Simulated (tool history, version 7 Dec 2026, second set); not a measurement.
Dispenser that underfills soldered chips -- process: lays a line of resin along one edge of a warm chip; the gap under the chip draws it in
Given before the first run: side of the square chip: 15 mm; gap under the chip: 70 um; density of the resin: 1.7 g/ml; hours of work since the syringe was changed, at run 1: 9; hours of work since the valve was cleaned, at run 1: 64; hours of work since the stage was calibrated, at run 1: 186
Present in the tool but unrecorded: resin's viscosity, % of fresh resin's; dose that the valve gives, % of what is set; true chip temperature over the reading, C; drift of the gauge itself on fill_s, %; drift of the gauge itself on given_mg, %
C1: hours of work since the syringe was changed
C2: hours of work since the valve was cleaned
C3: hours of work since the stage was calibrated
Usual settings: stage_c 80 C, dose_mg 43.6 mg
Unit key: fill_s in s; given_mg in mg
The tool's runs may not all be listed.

Run 1, hour 0: usual settings; C1 9; C2 64; C3 186. Result: fill_s 429.5 s, given_mg 42.16 mg.
At hour 4.9: new syringe of resin.
Run 2, hour 7.4: usual settings; C1 2; C2 69; C3 191. Result: fill_s 283.2 s, given_mg 42.08 mg.
Run 3, hour 11.3: usual settings; C1 4; C2 72; C3 193. Result: fill_s 332.2 s, given_mg 41.78 mg.
Run 4, hour 17.3: usual settings but dose_mg 55.6 mg; C1 9; C2 76; C3 198. Result: fill_s 432.3 s, given_mg 53.52 mg.
Run 5, hour 20.9: usual settings but dose_mg 55.6 mg; C1 11; C2 79; C3 200. Result: fill_s 504.2 s, given_mg 53.58 mg.
At hour 22.2: new syringe of resin.
Run 6, hour 25.6: usual settings but dose_mg 44.9 mg; C1 2; C2 82; C3 203. Result: fill_s 295.4 s, given_mg 43.07 mg.
Run 7, hour 30.7: usual settings but dose_mg 44.9 mg; C1 6; C2 85; C3 207. Result: fill_s 359.6 s, given_mg 42.97 mg.
Run 8, hour 36.7: usual settings but dose_mg 44.9 mg; C1 10; C2 89; C3 211. Result: fill_s 466.4 s, given_mg 43.28 mg.
At hour 39.7: new syringe of resin.
Run 9, hour 41.7: usual settings but dose_mg 44.9 mg; C1 1; C2 93; C3 214. Result: fill_s 283.2 s, given_mg 42.97 mg.
Run 10, hour 48.8: usual settings; C1 6; C2 98; C3 219. Result: fill_s 374.6 s, given_mg 42.02 mg.
Run 11, hour 54: usual settings; C1 10; C2 101; C3 223. Result: fill_s 483.6 s, given_mg 41.61 mg.
At hour 57.1: new syringe of resin.
Run 12, hour 59.8: usual settings; C1 2; C2 105; C3 226. Result: fill_s 288.4 s, given_mg 41.79 mg.
Run 13, hour 65.4: usual settings; C1 6; C2 109; C3 230. Result: fill_s 370.4 s, given_mg 41.33 mg.
Run 14, hour 69: usual settings but dose_mg 44 mg; C1 8; C2 112; C3 233. Result: fill_s 433.6 s, given_mg 41.67 mg.
Run 15, hour 73.8: usual settings but dose_mg 44 mg; C1 12; C2 115; C3 236. Result: fill_s 530.7 s, given_mg 41.75 mg.
At hour 74.6: new syringe of resin.
At hour 75.6: dispensing valve cleaned and set on the balance.
Run 16, hour 79.9: usual settings; C1 3; C2 3; C3 240. Result: fill_s 323.9 s, given_mg 43.81 mg.
Run 17, hour 84.2: usual settings but stage_c 75 C; C1 6; C2 6; C3 243. Result: fill_s 488.3 s, given_mg 43.78 mg.
Run 18, hour 87.4: usual settings; C1 8; C2 8; C3 245. Result: fill_s 439.5 s, given_mg 43.51 mg.
At hour 92.8: new syringe of resin.
Run 19, hour 92.9: usual settings but stage_c 86 C, dose_mg 55.9 mg; C1 0; C2 12; C3 248. Result: fill_s 199.2 s, given_mg 55.66 mg.
Run 20, hour 97.6: usual settings but stage_c 66 C, dose_mg 56.5 mg; C1 3; C2 15; C3 252. Result: fill_s 639 s, given_mg 56.55 mg.
Run 21, hour 104.3: usual settings but stage_c 66 C, dose_mg 56.5 mg; C1 8; C2 20; C3 256. Result: fill_s 855.7 s, given_mg 55.72 mg.
At hour 110: new syringe of resin.
Run 22, hour 110.5: usual settings but stage_c 66 C, dose_mg 56.5 mg; C1 0; C2 24; C3 261. Result: fill_s 532.6 s, given_mg 55.86 mg.
Run 23, hour 114.2: usual settings but stage_c 66 C, dose_mg 37.5 mg; C1 3; C2 26; C3 263. Result: fill_s 645.7 s, given_mg 37.11 mg.
Run 24, hour 118.4: usual settings but stage_c 70 C, dose_mg 45.9 mg; C1 6; C2 29; C3 266. Result: fill_s 608.7 s, given_mg 45.14 mg.
Run 25, hour 124.9: usual settings but stage_c 86 C, dose_mg 42.8 mg; C1 10; C2 34; C3 270. Result: fill_s 358.6 s, given_mg 42.09 mg.
At hour 127.5: new syringe of resin.
Run 26, hour 131.6: usual settings but stage_c 86 C, dose_mg 42.8 mg; C1 3; C2 38; C3 275. Result: fill_s 233.1 s, given_mg 42.24 mg.
Run 27, hour 136.2: usual settings but stage_c 81 C, dose_mg 41.2 mg; C1 6; C2 42; C3 278. Result: fill_s 370.5 s, given_mg 40.68 mg.
Run 28, hour 140.5: usual settings but stage_c 78 C, dose_mg 43.1 mg; C1 9; C2 45; C3 281. Result: fill_s 507 s, given_mg 42.46 mg.
At hour 145: new syringe of resin.
Run 29, hour 145.5: usual settings but stage_c 68 C; C1 0; C2 48; C3 284. Result: fill_s 487.2 s, given_mg 42.85 mg.
Run 30, hour 151.7: usual settings but stage_c 70 C, dose_mg 39.7 mg; C1 5; C2 52; C3 289. Result: fill_s 593 s, given_mg 39.05 mg.
Run 31, hour 157: usual settings but dose_mg 43.1 mg; C1 8; C2 56; C3 292. Result: fill_s 435 s, given_mg 42.17 mg.
At hour 162.3: new syringe of resin.
Run 32, hour 162.7: usual settings but stage_c 66 C, dose_mg 43.9 mg; C1 0; C2 60; C3 296. Result: fill_s 542.8 s, given_mg 42.34 mg.
Run 33, hour 169.7: usual settings but stage_c 66 C, dose_mg 43.9 mg; C1 5; C2 65; C3 301. Result: fill_s 741.8 s, given_mg 43.06 mg.
Run 34, hour 177.1: usual settings but stage_c 69 C, dose_mg 43.9 mg; C1 10; C2 70; C3 306. Result: fill_s 869.3 s, given_mg 42.75 mg.
At hour 179.9: new syringe of resin.
Run 35, hour 182.8: usual settings but stage_c 69 C, dose_mg 44.6 mg; C1 2; C2 73; C3 310. Result: fill_s 538.9 s, given_mg 43.01 mg.

A few steps of fill_s between consecutive runs. Split each: what settings, incoming material and random variation would produce without the hidden state, and what is left over for the hidden state, along with gauge scatter present in only one of the two compared results (measured, and without hidden state):
Run 19 -> 20: stage_c 86 -> 66, dose_mg 55.9 -> 56.5. fill_s +439.8 s: hidden state +152.9, all else +286.9.
Run 20 -> 21: no setting changed, nothing entered. fill_s +216.7 s: hidden state +213.5, all else +3.2.
Run 21 -> 22: new syringe of resin. fill_s -323.1 s: hidden state -331.8, all else +8.7.
Run 34 -> 35: dose_mg 43.9 -> 44.6, new syringe of resin. fill_s -330.4 s: hidden state -333.9, all else +3.5.
